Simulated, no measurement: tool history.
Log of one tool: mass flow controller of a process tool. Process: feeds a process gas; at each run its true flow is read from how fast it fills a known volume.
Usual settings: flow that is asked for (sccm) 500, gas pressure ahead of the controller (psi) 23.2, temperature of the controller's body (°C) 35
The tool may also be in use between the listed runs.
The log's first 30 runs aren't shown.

run	hour	flow that is asked for (sccm)	gas pressure ahead of the controller (psi)	temperature of the controller's body (°C)	true flow (%)
31	1915.7	799	23.5	38	101.55
# hour 1924.3: controller's zero set anew, once more
32	1971.5	300	32.1	20	99.49
33	2016.7	348	27.6	24	99.98
34	2091.4	500	38.6	25	100.26
35	2155.3	500	38.6	25	100.33
36	2236.9	500	38.6	25	100.16
37	2325.7	463	29.3	35	101.08
38	2402.4	257	35.5	35	100.58
39	2476	257	35.5	25	100
40	2515.4	257	35.5	25	100.06
41	2577.2	257	34.1	25	100.05
42	2619.4	242	32.1	25	99.94
43	2676.5	217	29.4	29	100.31
44	2719.4	217	29.4	29	100.33
45	2779.6	442	29.2	20	100.14
46	2833.6	353	34.7	38	101.09
47	2897.5	500	39.5	35	100.98
48	2945	607	20.9	24	100.72

Run 49 comes next. What will it give?
49	3007.2	185	23.2	35	?

{"run 49": {"true flow (%)": 100.84}}
Without the tool's hidden state the same run would have given true flow (%) 99.63.
